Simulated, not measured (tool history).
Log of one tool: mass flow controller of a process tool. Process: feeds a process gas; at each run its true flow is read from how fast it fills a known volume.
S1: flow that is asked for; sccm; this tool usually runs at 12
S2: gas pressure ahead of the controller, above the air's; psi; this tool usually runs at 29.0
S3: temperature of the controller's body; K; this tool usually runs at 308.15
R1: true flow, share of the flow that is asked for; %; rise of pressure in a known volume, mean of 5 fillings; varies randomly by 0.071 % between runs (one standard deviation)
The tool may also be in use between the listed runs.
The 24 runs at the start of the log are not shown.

run 25 day=183.938 | S1=8 S2=34.4 S3=294.15 | R1=98.51
run 26 day=194.267 | S1=8 S2=34.4 S3=294.15 | R1=98.68
run 27 day=204.267 | S1=3 S2=29.0 S3=312.15 | R1=99.95
run 28 day=210.938 | S1=3 S2=29.0 S3=312.15 | R1=99.82
run 29 day=215.742 | S1=6 S2=26.5 S3=297.15 | R1=99.01
run 30 day=225.000 | S1=6 S2=26.5 S3=297.15 | R1=98.92
run 31 day=235.304 | S1=3 S2=22.2 S3=302.15 | R1=98.92
run 32 day=244.958 | S1=3 S2=22.2 S3=302.15 | R1=98.96
run 33 day=250.892 | S1=3 S2=22.2 S3=300.15 | R1=98.60
run 34 day=257.096 | S1=14 S2=33.6 S3=296.15 | R1=99.91
run 35 day=263.388 | S1=12 S2=27.8 S3=312.15 | R1=101.63
run 36 day=271.646 | S1=12 S2=27.6 S3=312.15 | R1=101.49
run 37 day=278.900 | S1=12 S2=36.5 S3=295.15 | R1=99.64
run 38 day=284.562 | S1=8 S2=31.9 S3=294.15 | R1=99.01
run 39 day=292.617 | S1=8 S2=20.7 S3=294.15 | R1=99.47

3 options for the next run, each taken on its own from the tool as it stands now. Forecast them:
run A day=303.017 | S1=5 S2=20.5 S3=313.15 | R1=?
run B day=303.017 | S1=5 S2=27.1 S3=294.15 | R1=?
run C day=303.017 | S1=8 S2=40.3 S3=295.15 | R1=?

run=A R1=100.88
run=B R1=98.62
run=C R1=98.96
The same runs, with their run-to-run variation unchanged, on a tool lacking any hidden condition would have given:
run=A R1=100.47
run=B R1=98.21
run=C R1=98.20

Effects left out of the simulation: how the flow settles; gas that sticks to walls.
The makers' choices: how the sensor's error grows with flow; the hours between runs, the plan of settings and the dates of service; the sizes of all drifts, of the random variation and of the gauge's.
